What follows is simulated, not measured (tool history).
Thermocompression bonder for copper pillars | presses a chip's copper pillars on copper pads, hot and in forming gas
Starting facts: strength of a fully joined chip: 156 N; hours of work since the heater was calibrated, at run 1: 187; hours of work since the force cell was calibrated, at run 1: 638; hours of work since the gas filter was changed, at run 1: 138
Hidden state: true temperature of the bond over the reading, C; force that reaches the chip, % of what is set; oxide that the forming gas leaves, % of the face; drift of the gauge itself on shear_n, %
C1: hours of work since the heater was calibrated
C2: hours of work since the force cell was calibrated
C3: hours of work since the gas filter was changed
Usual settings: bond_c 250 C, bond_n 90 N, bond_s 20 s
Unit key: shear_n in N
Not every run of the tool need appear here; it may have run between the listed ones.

run 1 hour=0.0 | bond_c=250 bond_n=90 bond_s=20 | C1=187 C2=638 C3=138 | shear_n=87.3
run 2 hour=41.9 | bond_c=250 bond_n=125 bond_s=20 | C1=221 C2=671 C3=171 | shear_n=104.4
run 3 hour=72.5 | bond_c=250 bond_n=125 bond_s=20 | C1=245 C2=695 C3=196 | shear_n=103.7
run 4 hour=107.9 | bond_c=250 bond_n=125 bond_s=20 | C1=273 C2=723 C3=224 | shear_n=102.1
run 5 hour=140.0 | bond_c=250 bond_n=85 bond_s=20 | C1=299 C2=749 C3=249 | shear_n=80.6
run 6 hour=182.4 | bond_c=250 bond_n=85 bond_s=20 | C1=332 C2=783 C3=283 | shear_n=80.9
run 7 hour=202.2 | bond_c=250 bond_n=85 bond_s=20 | C1=348 C2=798 C3=299 | shear_n=80.0
run 8 hour=232.6 | bond_c=250 bond_n=85 bond_s=20 | C1=372 C2=823 C3=323 | shear_n=80.3
-- hour=254.2 forming gas filter changed
run 9 hour=262.1 | bond_c=250 bond_n=90 bond_s=20 | C1=395 C2=846 C3=6 | shear_n=89.2
run 10 hour=297.1 | bond_c=250 bond_n=90 bond_s=20 | C1=423 C2=873 C3=34 | shear_n=88.9
run 11 hour=343.9 | bond_c=257 bond_n=90 bond_s=20 | C1=460 C2=911 C3=71 | shear_n=91.8
run 12 hour=381.1 | bond_c=257 bond_n=90 bond_s=20 | C1=490 C2=940 C3=101 | shear_n=90.4
run 13 hour=418.1 | bond_c=257 bond_n=90 bond_s=20 | C1=519 C2=970 C3=130 | shear_n=90.1
run 14 hour=438.4 | bond_c=257 bond_n=90 bond_s=20 | C1=535 C2=986 C3=146 | shear_n=90.3
run 15 hour=471.6 | bond_c=257 bond_n=90 bond_s=20 | C1=562 C2=1012 C3=173 | shear_n=89.8
run 16 hour=516.2 | bond_c=250 bond_n=90 bond_s=20 | C1=597 C2=1048 C3=208 | shear_n=82.4
run 17 hour=564.0 | bond_c=250 bond_n=90 bond_s=20 | C1=635 C2=1086 C3=246 | shear_n=79.5
run 18 hour=602.0 | bond_c=250 bond_n=90 bond_s=20 | C1=665 C2=1116 C3=276 | shear_n=82.0
run 19 hour=628.2 | bond_c=250 bond_n=90 bond_s=20 | C1=686 C2=1137 C3=297 | shear_n=78.6
run 20 hour=661.5 | bond_c=250 bond_n=90 bond_s=20 | C1=713 C2=1163 C3=324 | shear_n=78.1
-- hour=682.3 forming gas filter changed
run 21 hour=682.3 | bond_c=250 bond_n=90 bond_s=15 | C1=729 C2=1179 C3=0 | shear_n=78.1
run 22 hour=704.2 | bond_c=250 bond_n=69 bond_s=15 | C1=746 C2=1197 C3=17 | shear_n=65.0
run 23 hour=728.8 | bond_c=225 bond_n=90 bond_s=20 | C1=766 C2=1216 C3=37 | shear_n=65.8
run 24 hour=772.7 | bond_c=225 bond_n=90 bond_s=20 | C1=801 C2=1251 C3=72 | shear_n=64.7
run 25 hour=810.8 | bond_c=250 bond_n=56 bond_s=25 | C1=831 C2=1281 C3=102 | shear_n=63.2
run 26 hour=853.7 | bond_c=250 bond_n=56 bond_s=25 | C1=865 C2=1315 C3=136 | shear_n=63.3
run 27 hour=892.3 | bond_c=250 bond_n=57 bond_s=25 | C1=896 C2=1346 C3=167 | shear_n=63.4
run 28 hour=919.2 | bond_c=272 bond_n=62 bond_s=17 | C1=917 C2=1368 C3=188 | shear_n=70.5
run 29 hour=938.4 | bond_c=255 bond_n=90 bond_s=20 | C1=932 C2=1383 C3=204 | shear_n=82.9
run 30 hour=974.9 | bond_c=250 bond_n=97 bond_s=32 | C1=961 C2=1412 C3=233 | shear_n=95.8
run 31 hour=1014.5 | bond_c=277 bond_n=78 bond_s=20 | C1=993 C2=1443 C3=264 | shear_n=88.1
run 32 hour=1037.1 | bond_c=231 bond_n=90 bond_s=11 | C1=1011 C2=1461 C3=282 | shear_n=50.7
run 33 hour=1061.2 | bond_c=250 bond_n=54 bond_s=16 | C1=1030 C2=1480 C3=301 | shear_n=47.0
run 34 hour=1086.9 | bond_c=250 bond_n=54 bond_s=16 | C1=1050 C2=1501 C3=322 | shear_n=47.6
-- hour=1110.8 forming gas filter changed
run 35 hour=1129.0 | bond_c=275 bond_n=86 bond_s=17 | C1=1084 C2=1534 C3=14 | shear_n=93.1
run 36 hour=1175.1 | bond_c=254 bond_n=85 bond_s=25 | C1=1120 C2=1570 C3=51 | shear_n=88.4
run 37 hour=1219.6 | bond_c=254 bond_n=85 bond_s=25 | C1=1156 C2=1606 C3=86 | shear_n=85.7
-- hour=1239.7 heater calibrated with a thermocouple chip
run 38 hour=1264.2 | bond_c=240 bond_n=75 bond_s=11 | C1=19 C2=1640 C3=120 | shear_n=55.5
run 39 hour=1305.6 | bond_c=257 bond_n=55 bond_s=35 | C1=52 C2=1673 C3=153 | shear_n=78.8

Here are 5 independent what-if runs from the current tool condition. What would each one return?
run A hour=1333.9 | bond_c=237 bond_n=112 bond_s=19 | C1=75 C2=1695 C3=176 | shear_n=?
run B hour=1333.9 | bond_c=250 bond_n=80 bond_s=32 | C1=75 C2=1695 C3=176 | shear_n=?
run C hour=1333.9 | bond_c=233 bond_n=103 bond_s=12 | C1=75 C2=1695 C3=176 | shear_n=?
run D hour=1333.9 | bond_c=235 bond_n=110 bond_s=11 | C1=75 C2=1695 C3=176 | shear_n=?
run E hour=1333.9 | bond_c=232 bond_n=90 bond_s=22 | C1=75 C2=1695 C3=176 | shear_n=?

run=A shear_n=86.1
run=B shear_n=91.2
run=C shear_n=66.1
run=D shear_n=68.9
run=E shear_n=75.0
What these runs would have given with no unlogged condition in the tool:
run=A shear_n=95.0
run=B shear_n=100.4
run=C shear_n=73.5
run=D shear_n=76.5
run=E shear_n=83.1
